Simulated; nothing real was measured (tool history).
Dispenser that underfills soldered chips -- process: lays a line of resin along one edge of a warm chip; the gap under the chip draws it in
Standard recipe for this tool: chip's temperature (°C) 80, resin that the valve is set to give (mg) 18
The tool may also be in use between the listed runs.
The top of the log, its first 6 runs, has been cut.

run   hour  chip's temperature (°C)  resin that the valve is set to give (mg)  time until the resin shows at the far edge (s)  resin that the valve gave (mg)
  7   26.7                       66                                        18                                           146.8                           17.18
  8   30.2                       66                                        18                                           176.2                           17.28
      31.1  -- new syringe of resin
  9   33.9                       66                                        18                                             118                           17.26
 10   37.8                       66                                        18                                           143.2                            17.2
 11   40.4                       66                                        18                                           160.9                            17.1
      42.5  -- new syringe of resin
 12   44.4                       66                                        18                                             112                           17.15
 13   48.5                       80                                      17.3                                            79.1                           16.47
 14   51.5                       90                                        18                                            60.3                           16.96
      53.9  -- new syringe of resin
 15   55.7                       90                                        18                                            42.2                           17.11
 16   60.3                       76                                        18                                            90.6                           17.15
      65.4  -- new syringe of resin
 17     66                       86                                      22.5                                            45.4                           21.15
 18   71.4                       86                                      22.5                                            59.5                           21.17
 19   75.2                       70                                      20.6                                           138.6                           19.51
        77  -- new syringe of resin
 20   78.8                       80                                      17.1                                            61.4                           16.09
      80.7  -- dispensing valve cleaned and set on the balance
 21   82.9                       65                                      17.1                                           137.7                           17.01
 22   86.1                       65                                      17.1                                           159.8                           17.11
      89.7  -- new syringe of resin
 23     91                       68                                      16.8                                            96.7                           16.76
 24   95.4                       85                                      21.1                                            61.7                              21
 25  100.1                       87                                      17.9                                            74.8                           17.74
     101.2  -- new syringe of resin
 26  103.6                       87                                      17.9                                            48.2                           17.74
 27  108.1                       93                                      18.2                                            47.9                           18.07
     112.6  -- new syringe of resin
 28    114                       79                                      21.2                                            59.2                           20.99
 29  117.3                       88                                      21.2                                            50.6                           20.86
 30  122.3                       88                                      21.2                                            64.7                           20.89
     124.2  -- new syringe of resin
 31  126.7                       74                                      15.6                                            83.6                           15.36

Alternative continuations, all from the tool just after run 31; predict every row:
  A  129.7                       89                                      15.6                                               ?                               ?
  B  129.7                       69                                      15.7                                               ?                               ?
  C  129.7                       67                                        18                                               ?                               ?
  D  129.7                       93                                      17.7                                               ?                               ?
  E  129.7                       90                                      18.3                                               ?                               ?

run  time until the resin shows at the far edge (s)  resin that the valve gave (mg)
  A                                            53.2                           15.24
  B                                           118.1                            15.4
  C                                           126.1                           17.74
  D                                              45                           17.41
  E                                            49.9                           17.97
Without the tool's hidden state the same runs would have given:
run  time until the resin shows at the far edge (s)  resin that the valve gave (mg)
  A                                            41.1                           15.51
  B                                            91.9                           15.67
  C                                            98.5                           18.05
  D                                              35                           17.71
  E                                            38.6                           18.28
